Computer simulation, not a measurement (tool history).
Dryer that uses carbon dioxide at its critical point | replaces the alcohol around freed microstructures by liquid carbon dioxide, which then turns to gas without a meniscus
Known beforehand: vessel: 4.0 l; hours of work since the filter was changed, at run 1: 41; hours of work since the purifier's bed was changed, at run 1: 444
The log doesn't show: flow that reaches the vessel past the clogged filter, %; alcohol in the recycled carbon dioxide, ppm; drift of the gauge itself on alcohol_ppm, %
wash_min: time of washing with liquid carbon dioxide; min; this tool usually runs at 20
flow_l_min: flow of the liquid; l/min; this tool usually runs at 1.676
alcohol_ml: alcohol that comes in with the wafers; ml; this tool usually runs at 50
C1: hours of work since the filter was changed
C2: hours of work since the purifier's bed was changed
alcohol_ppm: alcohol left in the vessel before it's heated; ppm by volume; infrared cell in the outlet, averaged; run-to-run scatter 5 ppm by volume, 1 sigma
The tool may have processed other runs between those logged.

run 1 hour=0.0 | wash_min=20 flow_l_min=1.676 alcohol_ml=50 | C1=41 C2=444 | alcohol_ppm=107
run 2 hour=24.9 | wash_min=20 flow_l_min=1.676 alcohol_ml=50 | C1=55 C2=458 | alcohol_ppm=112
run 3 hour=57.7 | wash_min=30 flow_l_min=1.676 alcohol_ml=50 | C1=74 C2=477 | alcohol_ppm=105
run 4 hour=82.1 | wash_min=30 flow_l_min=1.676 alcohol_ml=50 | C1=88 C2=491 | alcohol_ppm=112
run 5 hour=99.8 | wash_min=18 flow_l_min=1.676 alcohol_ml=50 | C1=98 C2=501 | alcohol_ppm=136
run 6 hour=123.0 | wash_min=18 flow_l_min=1.676 alcohol_ml=50 | C1=111 C2=514 | alcohol_ppm=135
run 7 hour=143.4 | wash_min=18 flow_l_min=1.676 alcohol_ml=50 | C1=122 C2=525 | alcohol_ppm=139
run 8 hour=160.0 | wash_min=20 flow_l_min=1.610 alcohol_ml=50 | C1=132 C2=535 | alcohol_ppm=141
run 9 hour=186.2 | wash_min=20 flow_l_min=1.676 alcohol_ml=50 | C1=147 C2=549 | alcohol_ppm=138
run 10 hour=210.0 | wash_min=20 flow_l_min=1.676 alcohol_ml=44 | C1=160 C2=563 | alcohol_ppm=142
run 11 hour=230.4 | wash_min=20 flow_l_min=1.676 alcohol_ml=44 | C1=172 C2=574 | alcohol_ppm=131
run 12 hour=249.4 | wash_min=20 flow_l_min=1.676 alcohol_ml=44 | C1=182 C2=585 | alcohol_ppm=131
run 13 hour=275.7 | wash_min=18 flow_l_min=1.070 alcohol_ml=49 | C1=197 C2=600 | alcohol_ppm=408

Run 14, settings as shown, results not yet in. Your forecast:
run 14 hour=299.6 | wash_min=16 flow_l_min=1.030 alcohol_ml=26 | C1=211 C2=614 | alcohol_ppm=?

{"run 14": {"alcohol_ppm": 372}}
Take away the tool's hidden state, keep the run-to-run variation as it was, and the same run would have given alcohol_ppm 207 ppm by volume.

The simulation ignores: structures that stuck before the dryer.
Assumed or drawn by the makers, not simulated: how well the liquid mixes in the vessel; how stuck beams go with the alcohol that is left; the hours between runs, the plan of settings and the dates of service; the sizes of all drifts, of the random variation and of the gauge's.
